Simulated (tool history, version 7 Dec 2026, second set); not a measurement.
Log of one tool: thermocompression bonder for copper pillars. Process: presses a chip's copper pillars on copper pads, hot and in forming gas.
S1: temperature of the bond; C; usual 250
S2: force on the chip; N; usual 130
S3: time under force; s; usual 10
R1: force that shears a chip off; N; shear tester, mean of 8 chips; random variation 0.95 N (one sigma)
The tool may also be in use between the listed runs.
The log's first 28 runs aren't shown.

run	hour	S1	S2	S3	R1
29	296.1	259	130	10	93.6
30	309.5	259	130	10	93
31	317.9	250	160	20	116.8
32	332.1	250	149	10	94.7
33	339.1	250	149	10	92.6
34	351	274	92	8	81.9
35	363	274	92	8	82.6
# hour 364.6: forming gas filter changed
36	373.1	274	190	11	129.4
37	387.9	274	190	11	128.3
38	402.2	274	166	7	112.9
39	408.7	258	166	9	105.9

4 ways to go on from here, each from the tool as it stands after run 39. What would each give?
A	422.3	255	154	10	?
B	422.3	230	87	7	?
C	422.3	237	82	7	?
D	422.3	236	124	15	?

run	R1
A	98.6
B	42.6
C	44.2
D	81.9
Without the tool's hidden state the same runs would have given:
run	R1
A	98.3
B	42.4
C	43.9
D	81.5

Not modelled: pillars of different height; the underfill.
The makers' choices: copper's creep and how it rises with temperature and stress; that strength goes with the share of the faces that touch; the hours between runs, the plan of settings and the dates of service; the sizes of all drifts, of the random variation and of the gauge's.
